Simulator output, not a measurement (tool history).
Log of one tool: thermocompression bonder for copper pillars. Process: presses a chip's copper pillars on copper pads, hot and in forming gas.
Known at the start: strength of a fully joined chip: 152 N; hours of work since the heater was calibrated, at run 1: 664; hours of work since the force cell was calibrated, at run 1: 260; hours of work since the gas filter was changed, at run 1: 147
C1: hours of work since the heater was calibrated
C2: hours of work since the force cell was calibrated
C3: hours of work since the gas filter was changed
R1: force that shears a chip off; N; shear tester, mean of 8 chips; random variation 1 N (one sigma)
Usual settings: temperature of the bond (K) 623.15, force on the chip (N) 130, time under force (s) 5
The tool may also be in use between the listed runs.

{"run": 1, "hour": 0.0, "temperature of the bond (K)": 623.15, "force on the chip (N)": 130, "time under force (s)": 5, "C1": 664, "C2": 260, "C3": 147, "R1": 108.9}
{"run": 2, "hour": 14.5, "temperature of the bond (K)": 623.15, "force on the chip (N)": 130, "time under force (s)": 5, "C1": 673, "C2": 269, "C3": 155, "R1": 108.7}
{"run": 3, "hour": 29.2, "temperature of the bond (K)": 623.15, "force on the chip (N)": 130, "time under force (s)": 5, "C1": 682, "C2": 277, "C3": 164, "R1": 109.3}
{"run": 4, "hour": 41.0, "temperature of the bond (K)": 623.15, "force on the chip (N)": 130, "time under force (s)": 5, "C1": 689, "C2": 284, "C3": 171, "R1": 108.7}
{"run": 5, "hour": 57.4, "temperature of the bond (K)": 632.15, "force on the chip (N)": 130, "time under force (s)": 5, "C1": 698, "C2": 294, "C3": 180, "R1": 114.8}
{"run": 6, "hour": 72.9, "temperature of the bond (K)": 623.15, "force on the chip (N)": 130, "time under force (s)": 5, "C1": 707, "C2": 303, "C3": 190, "R1": 110.2}
{"run": 7, "hour": 82.3, "temperature of the bond (K)": 623.15, "force on the chip (N)": 130, "time under force (s)": 5, "C1": 713, "C2": 309, "C3": 195, "R1": 109.5}
{"run": 8, "hour": 90.2, "temperature of the bond (K)": 623.15, "force on the chip (N)": 130, "time under force (s)": 5, "C1": 718, "C2": 313, "C3": 200, "R1": 109.6}
{"run": 9, "hour": 99.9, "temperature of the bond (K)": 623.15, "force on the chip (N)": 130, "time under force (s)": 5, "C1": 723, "C2": 319, "C3": 206, "R1": 109.7}
{"run": 10, "hour": 109.6, "temperature of the bond (K)": 623.15, "force on the chip (N)": 130, "time under force (s)": 5, "C1": 729, "C2": 325, "C3": 211, "R1": 109.9}
{"run": 11, "hour": 121.8, "temperature of the bond (K)": 623.15, "force on the chip (N)": 130, "time under force (s)": 5, "C1": 736, "C2": 332, "C3": 218, "R1": 108.3}
{"run": 12, "hour": 131.5, "temperature of the bond (K)": 623.15, "force on the chip (N)": 130, "time under force (s)": 5, "C1": 742, "C2": 338, "C3": 224, "R1": 107.6}
{"run": 13, "hour": 140.3, "temperature of the bond (K)": 623.15, "force on the chip (N)": 88, "time under force (s)": 5, "C1": 747, "C2": 343, "C3": 229, "R1": 85.5}
{"run": 14, "hour": 151.0, "temperature of the bond (K)": 623.15, "force on the chip (N)": 88, "time under force (s)": 5, "C1": 753, "C2": 349, "C3": 236, "R1": 85}
{"run": 15, "hour": 161.0, "temperature of the bond (K)": 606.15, "force on the chip (N)": 130, "time under force (s)": 5, "C1": 759, "C2": 355, "C3": 242, "R1": 100.7}
{"run": 16, "hour": 168.6, "temperature of the bond (K)": 623.15, "force on the chip (N)": 83, "time under force (s)": 5, "C1": 764, "C2": 359, "C3": 246, "R1": 80.9}
{"run": 17, "hour": 184.9, "temperature of the bond (K)": 623.15, "force on the chip (N)": 130, "time under force (s)": 5, "C1": 773, "C2": 369, "C3": 256, "R1": 111.2}
{"run": 18, "hour": 195.0, "temperature of the bond (K)": 623.15, "force on the chip (N)": 130, "time under force (s)": 5, "C1": 779, "C2": 375, "C3": 262, "R1": 109.5}
{"run": 19, "hour": 202.6, "temperature of the bond (K)": 600.15, "force on the chip (N)": 130, "time under force (s)": 5, "C1": 784, "C2": 379, "C3": 266, "R1": 95.5}
{"run": 20, "hour": 219.0, "temperature of the bond (K)": 623.15, "force on the chip (N)": 130, "time under force (s)": 13, "C1": 794, "C2": 389, "C3": 276, "R1": 132.3}
{"run": 21, "hour": 231.2, "temperature of the bond (K)": 623.15, "force on the chip (N)": 130, "time under force (s)": 13, "C1": 801, "C2": 396, "C3": 283, "R1": 131.6}
{"run": 22, "hour": 242.7, "temperature of the bond (K)": 623.15, "force on the chip (N)": 130, "time under force (s)": 13, "C1": 808, "C2": 403, "C3": 290, "R1": 132.6}
{"hour": 248.0, "done": "forming gas filter changed"}
{"run": 23, "hour": 256.2, "temperature of the bond (K)": 595.15, "force on the chip (N)": 92, "time under force (s)": 8, "C1": 815, "C2": 411, "C3": 5, "R1": 84}
{"run": 24, "hour": 267.3, "temperature of the bond (K)": 638.15, "force on the chip (N)": 130, "time under force (s)": 8, "C1": 822, "C2": 417, "C3": 11, "R1": 127}
{"run": 25, "hour": 279.9, "temperature of the bond (K)": 623.15, "force on the chip (N)": 95, "time under force (s)": 5, "C1": 829, "C2": 425, "C3": 19, "R1": 89.1}
{"run": 26, "hour": 287.1, "temperature of the bond (K)": 623.15, "force on the chip (N)": 95, "time under force (s)": 5, "C1": 833, "C2": 429, "C3": 23, "R1": 88.2}
{"run": 27, "hour": 293.9, "temperature of the bond (K)": 623.15, "force on the chip (N)": 95, "time under force (s)": 5, "C1": 837, "C2": 433, "C3": 27, "R1": 89}
{"run": 28, "hour": 303.6, "temperature of the bond (K)": 606.15, "force on the chip (N)": 94, "time under force (s)": 5, "C1": 843, "C2": 439, "C3": 33, "R1": 78.8}
{"run": 29, "hour": 313.2, "temperature of the bond (K)": 606.15, "force on the chip (N)": 94, "time under force (s)": 5, "C1": 849, "C2": 444, "C3": 38, "R1": 79.3}
{"run": 30, "hour": 322.7, "temperature of the bond (K)": 606.15, "force on the chip (N)": 145, "time under force (s)": 8, "C1": 854, "C2": 450, "C3": 44, "R1": 120.3}
{"run": 31, "hour": 335.8, "temperature of the bond (K)": 613.15, "force on the chip (N)": 112, "time under force (s)": 8, "C1": 862, "C2": 458, "C3": 52, "R1": 106.5}
{"run": 32, "hour": 351.7, "temperature of the bond (K)": 627.15, "force on the chip (N)": 144, "time under force (s)": 3, "C1": 872, "C2": 467, "C3": 61, "R1": 103.9}
{"run": 33, "hour": 363.4, "temperature of the bond (K)": 634.15, "force on the chip (N)": 177, "time under force (s)": 7, "C1": 878, "C2": 474, "C3": 68, "R1": 137}
{"run": 34, "hour": 373.7, "temperature of the bond (K)": 625.15, "force on the chip (N)": 125, "time under force (s)": 14, "C1": 885, "C2": 480, "C3": 74, "R1": 133.9}
{"run": 35, "hour": 382.8, "temperature of the bond (K)": 625.15, "force on the chip (N)": 125, "time under force (s)": 14, "C1": 890, "C2": 485, "C3": 79, "R1": 133.1}
{"run": 36, "hour": 395.5, "temperature of the bond (K)": 625.15, "force on the chip (N)": 125, "time under force (s)": 14, "C1": 897, "C2": 493, "C3": 87, "R1": 131.7}
{"run": 37, "hour": 403.4, "temperature of the bond (K)": 625.15, "force on the chip (N)": 84, "time under force (s)": 3, "C1": 902, "C2": 498, "C3": 92, "R1": 70.5}
{"run": 38, "hour": 413.8, "temperature of the bond (K)": 600.15, "force on the chip (N)": 130, "time under force (s)": 5, "C1": 908, "C2": 504, "C3": 98, "R1": 95.9}
{"run": 39, "hour": 429.7, "temperature of the bond (K)": 600.15, "force on the chip (N)": 130, "time under force (s)": 5, "C1": 918, "C2": 513, "C3": 107, "R1": 96}

3 ways to go on from here, each from the tool as it stands after run 39. What would each give?
{"run": "A", "hour": 439.5, "temperature of the bond (K)": 623.15, "force on the chip (N)": 135, "time under force (s)": 5, "C1": 923, "C2": 519, "C3": 113, "R1": "?"}
{"run": "B", "hour": 439.5, "temperature of the bond (K)": 599.15, "force on the chip (N)": 164, "time under force (s)": 4, "C1": 923, "C2": 519, "C3": 113, "R1": "?"}
{"run": "C", "hour": 439.5, "temperature of the bond (K)": 595.15, "force on the chip (N)": 134, "time under force (s)": 10, "C1": 923, "C2": 519, "C3": 113, "R1": "?"}

run=A R1=113.4
run=B R1=106.3
run=C R1=116.1
Without the tool's hidden state the same runs would have given:
run=A R1=113.2
run=B R1=106
run=C R1=115.9
